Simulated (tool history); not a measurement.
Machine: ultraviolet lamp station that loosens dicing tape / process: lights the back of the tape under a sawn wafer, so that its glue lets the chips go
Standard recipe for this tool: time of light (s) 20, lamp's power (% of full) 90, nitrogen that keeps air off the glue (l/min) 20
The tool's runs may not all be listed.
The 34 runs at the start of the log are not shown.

| run | hour | time of light (s) | lamp's power (% of full) | nitrogen that keeps air off the glue (l/min) | hours of work of the lamp | hours of work since the window was cleaned | force that peels the tape off (N) | light that reached the tape (J/m2) |
|---|---|---|---|---|---|---|---|---|
| 35 | 340.2 | 20 | 81 | 20 | 429 | 335 | 0.318 | 3310 |
| 36 | 353.5 | 13 | 85 | 8 | 437 | 343 | 0.652 | 2290 |
| 37 | 363.0 | 36 | 85 | 20 | 443 | 350 | 0.229 | 6310 |
| 38 | 376.2 | 20 | 60 | 20 | 452 | 358 | 0.407 | 2500 |
| 39 | 387.1 | 15 | 90 | 19 | 459 | 365 | 0.387 | 2810 |
| 40 | 394.2 | 15 | 89 | 20 | 463 | 370 | 0.358 | 2750 |
| 41 | 407.4 | 15 | 89 | 20 | 472 | 378 | 0.376 | 2770 |
| 42 | 420.7 | 20 | 90 | 20 | 481 | 387 | 0.271 | 3740 |
| 43 | 432.1 | 20 | 90 | 20 | 488 | 394 | 0.266 | 3690 |

Forecast each of these 3 alternatives for the next run:
| A | 439.2 | 20 | 90 | 7 | 493 | 399 | ? | ? |
| B | 439.2 | 20 | 90 | 31 | 493 | 399 | ? | ? |
| C | 439.2 | 19 | 90 | 12 | 493 | 399 | ? | ? |

| run | force that peels the tape off (N) | light that reached the tape (J/m2) |
|---|---|---|
| A | 0.373 | 3690 |
| B | 0.255 | 3690 |
| C | 0.330 | 3540 |
Without the tool's unlogged condition, the same runs would have read:
| run | force that peels the tape off (N) | light that reached the tape (J/m2) |
|---|---|---|
| A | 0.372 | 3700 |
| B | 0.254 | 3700 |
| C | 0.329 | 3540 |
